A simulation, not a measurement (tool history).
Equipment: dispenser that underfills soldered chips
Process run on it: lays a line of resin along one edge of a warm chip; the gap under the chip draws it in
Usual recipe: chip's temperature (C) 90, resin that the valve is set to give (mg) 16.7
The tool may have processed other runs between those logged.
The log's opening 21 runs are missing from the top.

run     day  chip's temperature (C)  resin that the valve is set to give (mg)  time until the resin shows at the far edge (s)  resin that the valve gave (mg)
     10.579  -- new syringe of resin
 22  10.600                      97                                      16.7                                            20.6                           16.70
     11.112  -- new syringe of resin
 23  11.275                      90                                      21.6                                            31.9                           21.22
     11.633  -- new syringe of resin
 24  11.804                      97                                      19.3                                            24.0                           18.86
     12.146  -- new syringe of resin
 25  12.483                      85                                      17.6                                            50.0                           16.85
     12.662  -- new syringe of resin
 26  12.833                      77                                      16.8                                            60.8                           16.24
     13.175  -- new syringe of resin
 27  13.383                      81                                      16.8                                            53.8                           16.11
     13.717  -- new syringe of resin
 28  13.762                      92                                      16.5                                            27.4                           15.94
     13.938  -- dispensing valve cleaned and set on the balance
     14.296  -- new syringe of resin
 29  14.412                      89                                      15.8                                            33.5                           15.61
     14.808  -- new syringe of resin
 30  15.025                     104                                      15.5                                            18.8                           15.27
     15.329  -- new syringe of resin
 31  15.638                     104                                      15.5                                            21.1                           15.45
     15.846  -- new syringe of resin
 32  16.225                     104                                      15.5                                            22.9                           15.20
     16.367  -- new syringe of resin
 33  16.617                      86                                      18.2                                            43.6                           17.74
     16.892  -- new syringe of resin
 34  17.121                      86                                      18.2                                            43.8                           17.53

4 options for the next run, each taken on its own from the tool as it stands now. Forecast them:
     17.446  -- new syringe of resin
  A  17.596                      76                                      15.2                                               ?                               ?
     17.446  -- new syringe of resin
  B  17.596                      90                                      20.7                                               ?                               ?
     17.446  -- new syringe of resin
  C  17.596                     100                                      18.6                                               ?                               ?
     17.446  -- new syringe of resin
  D  17.596                      86                                      19.8                                               ?                               ?

run  time until the resin shows at the far edge (s)  resin that the valve gave (mg)
  A                                            67.3                           14.59
  B                                            33.1                           19.96
  C                                            21.1                           17.91
  D                                            38.2                           19.09
What these runs would have given with no unlogged condition in the tool:
run  time until the resin shows at the far edge (s)  resin that the valve gave (mg)
  A                                            49.4                           15.21
  B                                            24.8                           20.81
  C                                            15.9                           18.68
  D                                            28.5                           19.90

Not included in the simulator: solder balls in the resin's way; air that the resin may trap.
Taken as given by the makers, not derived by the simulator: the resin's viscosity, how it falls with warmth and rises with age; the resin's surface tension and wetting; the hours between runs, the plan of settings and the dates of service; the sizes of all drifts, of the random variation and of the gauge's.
